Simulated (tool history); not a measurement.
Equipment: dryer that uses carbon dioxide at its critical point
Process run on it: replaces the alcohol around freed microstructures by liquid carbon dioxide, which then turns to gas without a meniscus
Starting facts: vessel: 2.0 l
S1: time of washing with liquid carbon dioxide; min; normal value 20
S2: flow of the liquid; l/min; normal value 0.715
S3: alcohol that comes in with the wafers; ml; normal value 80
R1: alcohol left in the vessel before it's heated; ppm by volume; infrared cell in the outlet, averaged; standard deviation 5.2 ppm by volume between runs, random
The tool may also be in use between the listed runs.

{"run": 1, "hour": 0.0, "S1": 20, "S2": 0.715, "S3": 80, "R1": 125}
{"run": 2, "hour": 14.7, "S1": 20, "S2": 0.715, "S3": 80, "R1": 121}
{"run": 3, "hour": 32.7, "S1": 20, "S2": 0.715, "S3": 80, "R1": 128}
{"run": 4, "hour": 46.1, "S1": 20, "S2": 0.715, "S3": 80, "R1": 117}
{"run": 5, "hour": 60.9, "S1": 20, "S2": 0.715, "S3": 80, "R1": 127}
{"run": 6, "hour": 72.6, "S1": 15, "S2": 0.715, "S3": 80, "R1": 515}
{"run": 7, "hour": 86.7, "S1": 15, "S2": 0.715, "S3": 80, "R1": 508}
{"run": 8, "hour": 99.2, "S1": 15, "S2": 0.715, "S3": 80, "R1": 511}
{"run": 9, "hour": 110.6, "S1": 20, "S2": 0.715, "S3": 80, "R1": 132}
{"run": 10, "hour": 118.8, "S1": 20, "S2": 0.715, "S3": 80, "R1": 127}
{"run": 11, "hour": 131.1, "S1": 20, "S2": 0.715, "S3": 80, "R1": 137}
{"run": 12, "hour": 142.8, "S1": 20, "S2": 0.715, "S3": 50, "R1": 78}
{"run": 13, "hour": 155.4, "S1": 23, "S2": 0.715, "S3": 80, "R1": 82}
{"run": 14, "hour": 172.2, "S1": 20, "S2": 0.715, "S3": 40, "R1": 91}
{"run": 15, "hour": 180.7, "S1": 20, "S2": 0.715, "S3": 40, "R1": 82}
{"run": 16, "hour": 191.7, "S1": 20, "S2": 0.715, "S3": 40, "R1": 87}
{"run": 17, "hour": 205.7, "S1": 20, "S2": 0.783, "S3": 40, "R1": 57}
{"run": 18, "hour": 222.7, "S1": 20, "S2": 0.783, "S3": 40, "R1": 63}
{"run": 19, "hour": 236.1, "S1": 20, "S2": 0.783, "S3": 40, "R1": 57}

Forecast run 20:
{"run": 20, "hour": 248.3, "S1": 20, "S2": 1.054, "S3": 26, "R1": "?"}

{"run 20": {"R1": 27}}
Minus the tool's unlogged condition, the same run would have read R1 6 ppm by volume.
